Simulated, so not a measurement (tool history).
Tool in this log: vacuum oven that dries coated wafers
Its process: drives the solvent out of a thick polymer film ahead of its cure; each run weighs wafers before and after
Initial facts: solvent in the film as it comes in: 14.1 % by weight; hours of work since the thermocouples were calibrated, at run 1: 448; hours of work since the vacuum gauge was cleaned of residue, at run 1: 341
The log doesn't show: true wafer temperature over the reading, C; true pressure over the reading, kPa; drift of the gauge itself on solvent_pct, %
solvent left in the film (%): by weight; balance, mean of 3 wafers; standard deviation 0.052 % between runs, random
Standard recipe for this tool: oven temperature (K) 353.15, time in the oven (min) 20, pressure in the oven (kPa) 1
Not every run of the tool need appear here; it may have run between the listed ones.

| run | day | oven temperature (K) | time in the oven (min) | pressure in the oven (kPa) | hours of work since the thermocouples were calibrated | hours of work since the vacuum gauge was cleaned of residue | solvent left in the film (%) |
|---|---|---|---|---|---|---|---|
| 1 | 0 | 353.15 | 20 | 1 | 448 | 341 | 1.75 |
| 2 | 0.575 | 353.15 | 20 | 1 | 454 | 347 | 1.73 |
| 3 | 1.142 | 353.15 | 20 | 1 | 460 | 353 | 1.7 |
| 4 | 1.646 | 353.15 | 24 | 1 | 466 | 359 | 1.4 |
| 5 | 2.346 | 353.15 | 24 | 1 | 474 | 367 | 1.41 |
| 6 | 2.788 | 353.15 | 24 | 1 | 479 | 372 | 1.37 |
| 7 | 3.362 | 353.15 | 20 | 0.86 | 485 | 378 | 1.69 |
| 8 | 3.929 | 353.15 | 20 | 0.86 | 491 | 385 | 1.67 |
|  | 4.054 | vacuum gauge cleaned of residue and calibrated |
| 9 | 4.45 | 353.15 | 20 | 0.86 | 497 | 4 | 1.68 |
| 10 | 5.146 | 353.15 | 20 | 0.86 | 504 | 12 | 1.71 |
| 11 | 5.617 | 353.15 | 20 | 0.86 | 510 | 17 | 1.65 |
| 12 | 6.467 | 354.15 | 33 | 3.7 | 519 | 27 | 2.99 |
| 13 | 6.879 | 366.15 | 20 | 1 | 524 | 32 | 0.52 |
|  | 7.296 | vacuum gauge cleaned of residue and calibrated, once more |
| 14 | 7.342 | 366.15 | 20 | 1 | 528 | 1 | 0.51 |
| 15 | 7.696 | 343.15 | 20 | 1 | 532 | 4 | 3.47 |
| 16 | 8.192 | 358.15 | 20 | 1 | 538 | 10 | 1.1 |
| 17 | 8.979 | 358.15 | 20 | 1 | 546 | 19 | 0.93 |
| 18 | 9.462 | 358.15 | 20 | 1 | 552 | 24 | 1 |

3 ways to go on from here, each from the tool as it stands after run 18. What would each give?
| A | 10.021 | 352.15 | 19 | 1.07 | 558 | 30 | ? |
| B | 10.021 | 363.15 | 15 | 1 | 558 | 30 | ? |
| C | 10.021 | 365.15 | 30 | 0.97 | 558 | 30 | ? |

| run | solvent left in the film (%) |
|---|---|
| A | 2.03 |
| B | 1 |
| C | 0.4 |
What these runs would have given with no unlogged condition in the tool:
| run | solvent left in the film (%) |
|---|---|
| A | 1.87 |
| B | 0.91 |
| C | 0.37 |
